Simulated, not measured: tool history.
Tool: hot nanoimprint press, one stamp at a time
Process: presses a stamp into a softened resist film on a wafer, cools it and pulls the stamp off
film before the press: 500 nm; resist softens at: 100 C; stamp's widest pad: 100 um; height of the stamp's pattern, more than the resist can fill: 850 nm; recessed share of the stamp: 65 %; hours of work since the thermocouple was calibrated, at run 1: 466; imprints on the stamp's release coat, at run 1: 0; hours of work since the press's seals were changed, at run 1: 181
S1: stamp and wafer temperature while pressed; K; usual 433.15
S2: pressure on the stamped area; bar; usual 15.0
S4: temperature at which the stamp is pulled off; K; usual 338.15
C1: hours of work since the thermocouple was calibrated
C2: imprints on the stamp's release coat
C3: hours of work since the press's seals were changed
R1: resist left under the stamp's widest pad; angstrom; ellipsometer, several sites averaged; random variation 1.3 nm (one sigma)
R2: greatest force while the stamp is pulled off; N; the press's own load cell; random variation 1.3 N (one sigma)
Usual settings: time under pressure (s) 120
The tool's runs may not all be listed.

run 1 hour=0.0 | S1=433.15 S2=15.0 time_under_pressure_(s)=120 S4=338.15 | C1=466 C2=0 C3=181 | R1=1819 R2=145
run 2 hour=49.6 | S1=433.15 S2=15.0 time_under_pressure_(s)=120 S4=338.15 | C1=493 C2=153 C3=207 | R1=1811 R2=148
run 3 hour=93.6 | S1=433.15 S2=10.5 time_under_pressure_(s)=120 S4=338.15 | C1=516 C2=290 C3=230 | R1=2105 R2=150
run 4 hour=125.9 | S1=433.15 S2=15.0 time_under_pressure_(s)=120 S4=338.15 | C1=533 C2=390 C3=247 | R1=1801 R2=151
run 5 hour=183.7 | S1=433.15 S2=15.0 time_under_pressure_(s)=120 S4=338.15 | C1=563 C2=569 C3=278 | R1=1799 R2=153
-- hour=205.3 stamp cleaned and given a new release coat
-- hour=226.3 plate thermocouple calibrated
run 6 hour=253.0 | S1=433.15 S2=15.0 time_under_pressure_(s)=120 S4=338.15 | C1=14 C2=139 C3=309 | R1=1980 R2=155
run 7 hour=287.6 | S1=433.15 S2=15.0 time_under_pressure_(s)=120 S4=323.15 | C1=32 C2=246 C3=328 | R1=1981 R2=216
run 8 hour=312.8 | S1=424.15 S2=19.4 time_under_pressure_(s)=71 S4=326.15 | C1=46 C2=324 C3=341 | R1=3190 R2=207
run 9 hour=358.0 | S1=424.15 S2=19.4 time_under_pressure_(s)=71 S4=326.15 | C1=69 C2=464 C3=365 | R1=3186 R2=206
-- hour=411.9 stamp cleaned and given a new release coat
run 10 hour=411.9 | S1=428.15 S2=15.0 time_under_pressure_(s)=221 S4=338.15 | C1=95 C2=0 C3=390 | R1=1925 R2=151
run 11 hour=471.9 | S1=428.15 S2=15.0 time_under_pressure_(s)=221 S4=338.15 | C1=126 C2=186 C3=422 | R1=1884 R2=155
run 12 hour=522.0 | S1=433.15 S2=15.0 time_under_pressure_(s)=146 S4=328.15 | C1=153 C2=341 C3=448 | R1=1790 R2=196
run 13 hour=580.1 | S1=433.15 S2=15.0 time_under_pressure_(s)=146 S4=328.15 | C1=183 C2=521 C3=479 | R1=1763 R2=200
-- hour=619.1 stamp cleaned and given a new release coat
run 14 hour=619.6 | S1=433.15 S2=15.0 time_under_pressure_(s)=146 S4=328.15 | C1=201 C2=1 C3=496 | R1=1781 R2=187

The same runs without the tool's hidden state, with the same run-to-run variation:
The hidden state here: true temperature over the reading, C; pressure that arrives at the usual setting, %; grip of the stamp's worn release coat, % over a new coat's; drift of the gauge itself on residual_nm, %; drift of the gauge itself on pull_off_n, %.
run=1 R1=1961 R2=152
run=2 R1=1959 R2=153
run=3 R1=2279 R2=153
run=4 R1=1957 R2=152
run=5 R1=1963 R2=152
run=6 R1=1962 R2=153
run=7 R1=1968 R2=210
run=8 R1=3173 R2=200
run=9 R1=3177 R2=196
run=10 R1=1930 R2=153
run=11 R1=1897 R2=154
run=12 R1=1805 R2=190
run=13 R1=1786 R2=190
run=14 R1=1809 R2=190

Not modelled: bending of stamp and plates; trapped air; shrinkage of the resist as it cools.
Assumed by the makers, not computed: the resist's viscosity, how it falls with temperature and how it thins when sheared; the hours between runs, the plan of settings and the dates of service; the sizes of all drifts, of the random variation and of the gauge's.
